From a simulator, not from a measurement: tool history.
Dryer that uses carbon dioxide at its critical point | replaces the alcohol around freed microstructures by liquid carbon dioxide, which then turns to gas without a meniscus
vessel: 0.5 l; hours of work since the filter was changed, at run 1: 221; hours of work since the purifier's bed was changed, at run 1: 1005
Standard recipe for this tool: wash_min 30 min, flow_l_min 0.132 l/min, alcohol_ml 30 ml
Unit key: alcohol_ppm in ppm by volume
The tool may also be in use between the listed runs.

run   hour  wash_min  flow_l_min  alcohol_ml  hours of work since the filter was changed  hours of work since the purifier's bed was changed  alcohol_ppm
  1    0.0        30       0.132          30                                         221                                                1005          187
      26.0  -- inlet filter changed
  2   34.8        30       0.132          30                                           6                                                1028          159
      42.1  -- purifier's bed changed
  3   77.7        30       0.132          30                                          34                                                  25           52
  4  102.3        30       0.132          30                                          52                                                  42           54
  5  121.6        30       0.132          30                                          65                                                  56           58
  6  142.1        30       0.083          30                                          80                                                  70          666
  7  182.4        29       0.110          30                                         108                                                  99          212
  8  208.3        29       0.110          30                                         126                                                 117          231
  9  233.3        40       0.110          73                                         144                                                 135           86
 10  254.4        40       0.110          73                                         159                                                 149           85
 11  276.1        42       0.083          71                                         174                                                 165          315
 12  319.6        42       0.083         111                                         205                                                 195          535

5 ways to go on from here, each from the tool as it stands after run 12. What would each give?
  A  354.2        30       0.223          82                                         229                                                 220            ?
  B  354.2        42       0.083          77                                         229                                                 220            ?
  C  354.2        30       0.085          27                                         229                                                 220            ?
  D  354.2        27       0.187          48                                         229                                                 220            ?
  E  354.2        42       0.083          92                                         229                                                 220            ?

run  alcohol_ppm
  A           27
  B          400
  C          673
  D           51
  E          463
With no hidden state in the tool, these same runs would have given:
run  alcohol_ppm
  A            1
  B          232
  C          455
  D           16
  E          270

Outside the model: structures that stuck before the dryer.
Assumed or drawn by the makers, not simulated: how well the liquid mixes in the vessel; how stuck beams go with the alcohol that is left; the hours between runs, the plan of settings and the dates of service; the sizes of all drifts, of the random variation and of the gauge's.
